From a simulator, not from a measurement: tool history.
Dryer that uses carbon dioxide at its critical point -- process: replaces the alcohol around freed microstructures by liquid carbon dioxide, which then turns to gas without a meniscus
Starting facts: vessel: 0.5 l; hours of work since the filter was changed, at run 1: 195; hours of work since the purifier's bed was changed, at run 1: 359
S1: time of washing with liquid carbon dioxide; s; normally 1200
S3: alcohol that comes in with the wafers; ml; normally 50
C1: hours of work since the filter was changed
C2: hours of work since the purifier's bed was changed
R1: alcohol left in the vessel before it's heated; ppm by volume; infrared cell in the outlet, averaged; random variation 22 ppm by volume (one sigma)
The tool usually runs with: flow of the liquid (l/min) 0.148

{"run": 1, "day": 0.0, "S1": 1200, "flow of the liquid (l/min)": 0.148, "S3": 50, "C1": 195, "C2": 359, "R1": 1941}
{"run": 2, "day": 0.467, "S1": 1080, "flow of the liquid (l/min)": 0.148, "S3": 50, "C1": 203, "C2": 367, "R1": 2773}
{"run": 3, "day": 1.208, "S1": 1080, "flow of the liquid (l/min)": 0.198, "S3": 50, "C1": 217, "C2": 381, "R1": 943}
{"run": 4, "day": 1.85, "S1": 1080, "flow of the liquid (l/min)": 0.198, "S3": 50, "C1": 228, "C2": 392, "R1": 982}
{"run": 5, "day": 2.708, "S1": 1200, "flow of the liquid (l/min)": 0.185, "S3": 50, "C1": 244, "C2": 408, "R1": 878}
{"run": 6, "day": 3.25, "S1": 1200, "flow of the liquid (l/min)": 0.185, "S3": 50, "C1": 254, "C2": 418, "R1": 884}
{"run": 7, "day": 3.817, "S1": 1200, "flow of the liquid (l/min)": 0.185, "S3": 50, "C1": 264, "C2": 428, "R1": 900}
{"run": 8, "day": 4.496, "S1": 1080, "flow of the liquid (l/min)": 0.185, "S3": 26, "C1": 276, "C2": 440, "R1": 819}
{"run": 9, "day": 4.933, "S1": 1080, "flow of the liquid (l/min)": 0.185, "S3": 26, "C1": 284, "C2": 448, "R1": 820}
{"run": 10, "day": 5.625, "S1": 1020, "flow of the liquid (l/min)": 0.148, "S3": 50, "C1": 297, "C2": 461, "R1": 3894}
{"run": 11, "day": 6.258, "S1": 1020, "flow of the liquid (l/min)": 0.202, "S3": 99, "C1": 308, "C2": 472, "R1": 2243}
{"run": 12, "day": 7.1, "S1": 1020, "flow of the liquid (l/min)": 0.202, "S3": 99, "C1": 324, "C2": 488, "R1": 2377}
{"day": 7.454, "done": "inlet filter changed"}
{"run": 13, "day": 8.029, "S1": 1200, "flow of the liquid (l/min)": 0.136, "S3": 28, "C1": 10, "C2": 504, "R1": 1404}

5 options for the next run, each taken on its own from the tool as it stands now. Forecast them:
{"day": 8.383, "done": "purifier's bed changed"}
{"run": "A", "day": 9.0, "S1": 1140, "flow of the liquid (l/min)": 0.177, "S3": 118, "C1": 26, "C2": 11, "R1": "?"}
{"day": 8.383, "done": "purifier's bed changed"}
{"run": "B", "day": 9.0, "S1": 780, "flow of the liquid (l/min)": 0.136, "S3": 28, "C1": 26, "C2": 11, "R1": "?"}
{"day": 8.383, "done": "purifier's bed changed"}
{"run": "C", "day": 9.0, "S1": 1200, "flow of the liquid (l/min)": 0.118, "S3": 72, "C1": 26, "C2": 11, "R1": "?"}
{"day": 8.383, "done": "purifier's bed changed"}
{"run": "D", "day": 9.0, "S1": 1440, "flow of the liquid (l/min)": 0.175, "S3": 28, "C1": 26, "C2": 11, "R1": "?"}
{"day": 8.383, "done": "purifier's bed changed"}
{"run": "E", "day": 9.0, "S1": 720, "flow of the liquid (l/min)": 0.125, "S3": 28, "C1": 26, "C2": 11, "R1": "?"}

run=A R1=1975
run=B R1=4467
run=C R1=5172
run=D R1=157
run=E R1=6606
With no hidden state in the tool, these same runs would have given:
run=A R1=1896
run=B R1=4374
run=C R1=5032
run=D R1=145
run=E R1=6491
